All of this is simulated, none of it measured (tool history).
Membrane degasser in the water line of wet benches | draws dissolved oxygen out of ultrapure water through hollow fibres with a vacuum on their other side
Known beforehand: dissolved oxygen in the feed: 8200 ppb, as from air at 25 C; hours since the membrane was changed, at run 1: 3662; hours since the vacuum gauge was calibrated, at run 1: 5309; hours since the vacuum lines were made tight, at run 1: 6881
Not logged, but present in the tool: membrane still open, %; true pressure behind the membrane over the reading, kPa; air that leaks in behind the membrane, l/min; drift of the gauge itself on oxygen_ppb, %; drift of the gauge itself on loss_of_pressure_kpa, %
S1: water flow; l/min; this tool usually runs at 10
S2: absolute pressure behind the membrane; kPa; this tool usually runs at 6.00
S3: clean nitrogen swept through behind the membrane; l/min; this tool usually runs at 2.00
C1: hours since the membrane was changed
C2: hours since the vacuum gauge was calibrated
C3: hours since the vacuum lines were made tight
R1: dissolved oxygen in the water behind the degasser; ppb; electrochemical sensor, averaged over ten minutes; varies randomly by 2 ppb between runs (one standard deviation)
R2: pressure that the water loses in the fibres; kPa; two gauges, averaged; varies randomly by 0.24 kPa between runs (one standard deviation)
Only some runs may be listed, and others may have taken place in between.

| run | hour | S1 | S2 | S3 | C1 | C2 | C3 | R1 | R2 |
|---|---|---|---|---|---|---|---|---|---|
| 1 | 0.0 | 10 | 6.00 | 2.00 | 3662 | 5309 | 6881 | 196.2 | 62.94 |
| 2 | 89.1 | 10 | 6.00 | 2.00 | 3751 | 5398 | 6970 | 199.0 | 61.94 |
| 3 | 157.6 | 10 | 6.00 | 2.00 | 3820 | 5467 | 7039 | 195.1 | 62.33 |
| 4 | 224.2 | 9 | 6.00 | 2.00 | 3886 | 5534 | 7105 | 167.2 | 56.46 |
| 5 | 291.4 | 9 | 6.00 | 2.00 | 3954 | 5601 | 7173 | 167.2 | 56.27 |
| 6 | 329.0 | 10 | 7.45 | 2.00 | 3991 | 5638 | 7210 | 213.9 | 62.16 |
| 7 | 415.7 | 10 | 7.45 | 2.00 | 4078 | 5725 | 7297 | 214.8 | 61.99 |
| 8 | 499.1 | 10 | 4.64 | 2.00 | 4161 | 5808 | 7380 | 182.5 | 62.34 |
| 9 | 578.1 | 11 | 4.64 | 3.05 | 4240 | 5887 | 7459 | 206.8 | 68.38 |
| 10 | 628.3 | 11 | 4.64 | 3.05 | 4290 | 5938 | 7510 | 202.6 | 68.49 |
| 11 | 673.4 | 11 | 4.64 | 3.05 | 4335 | 5983 | 7555 | 206.1 | 68.18 |
| 12 | 760.5 | 10 | 6.00 | 2.00 | 4423 | 6070 | 7642 | 197.1 | 62.17 |
| 13 | 818.0 | 8 | 6.00 | 2.00 | 4480 | 6127 | 7699 | 140.3 | 49.43 |
| 14 | 887.5 | 8 | 8.72 | 2.00 | 4550 | 6197 | 7769 | 167.8 | 49.53 |
| 15 | 951.7 | 8 | 8.72 | 2.00 | 4614 | 6261 | 7833 | 165.1 | 49.81 |

Forecast each of these 3 alternatives for the next run:
| A | 1031.7 | 6 | 3.92 | 2.00 | 4694 | 6341 | 7913 | ? | ? |
| B | 1031.7 | 10 | 6.00 | 5.44 | 4694 | 6341 | 7913 | ? | ? |
| C | 1031.7 | 7 | 6.13 | 2.67 | 4694 | 6341 | 7913 | ? | ? |

| run | R1 | R2 |
|---|---|---|
| A | 72.3 | 37.63 |
| B | 178.4 | 62.02 |
| C | 108.7 | 43.37 |
Without the tool's hidden state the same runs would have given:
| run | R1 | R2 |
|---|---|---|
| A | 72.1 | 37.92 |
| B | 178.1 | 62.50 |
| C | 108.6 | 43.71 |
